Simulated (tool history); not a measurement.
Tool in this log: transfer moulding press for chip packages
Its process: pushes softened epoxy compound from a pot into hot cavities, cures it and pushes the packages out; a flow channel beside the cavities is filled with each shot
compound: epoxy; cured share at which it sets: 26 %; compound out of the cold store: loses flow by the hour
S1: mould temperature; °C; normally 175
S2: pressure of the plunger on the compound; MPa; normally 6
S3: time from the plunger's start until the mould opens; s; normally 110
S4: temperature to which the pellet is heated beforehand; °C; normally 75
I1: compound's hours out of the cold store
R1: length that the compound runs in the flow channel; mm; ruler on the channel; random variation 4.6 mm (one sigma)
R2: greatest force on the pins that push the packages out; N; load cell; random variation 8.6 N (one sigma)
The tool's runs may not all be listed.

run   hour   S1    S2   S3  S4    I1   R1   R2
  1      0  175     6  110  75  25.5  699  692
      17.7  -- cavities cleaned with cleaning compound and waxed
  2   31.7  169     6  110  75  14.8  777  791
  3   61.3  175     6  110  78  24.2  698  641
  4   75.9  175     6  110  78  17.5  730  676
  5   99.8  175     6  110  78    44  613  666
     109.2  -- cavities cleaned with cleaning compound and waxed
  6  122.4  175     6  103  75  27.4  675  554
  7  149.7  175     6  110  75  34.4  645  601
  8  175.9  170     6  110  75  42.2  631  869
     201.3  -- cavities cleaned with cleaning compound and waxed
  9  201.6  170     6  110  75    16  730  590
 10  219.9  175  5.75  110  75  22.5  666  552
 11  239.6  175  4.52  120  75  23.8  583  577
 12  259.3  178     6  110  75  47.9  575  616
     270.9  -- plunger's sealing rings changed
 13  291.6  169  5.89  143  74  29.9  740  686
     294.7  -- cavities cleaned with cleaning compound and waxed
 14  309.3  169  5.89  143  74    41  695  495
 15  334.6  173  7.38  133  74    27  820  542
 16    359  170  7.38  133  74  34.5  791  667

3 options for the next run, each taken on its own from the tool as it stands now. Forecast them:
      371  -- mould's thermocouples calibrated
     388.3  -- cavities cleaned with cleaning compound and waxed
  A   391  170  7.38  133  68  19.2   ?   ?
      371  -- mould's thermocouples calibrated
     388.3  -- cavities cleaned with cleaning compound and waxed
  B   391  182  7.38  150  68  23.3   ?   ?
      371  -- mould's thermocouples calibrated
     388.3  -- cavities cleaned with cleaning compound and waxed
  C   391  170  5.07  103  74  36.3   ?   ?

run   R1   R2
  A  859  417
  B  797  361
  C  640  637
The same runs, with their run-to-run variation unchanged, on a tool lacking any hidden condition would have given:
run   R1   R2
  A  882  370
  B  818  321
  C  657  563
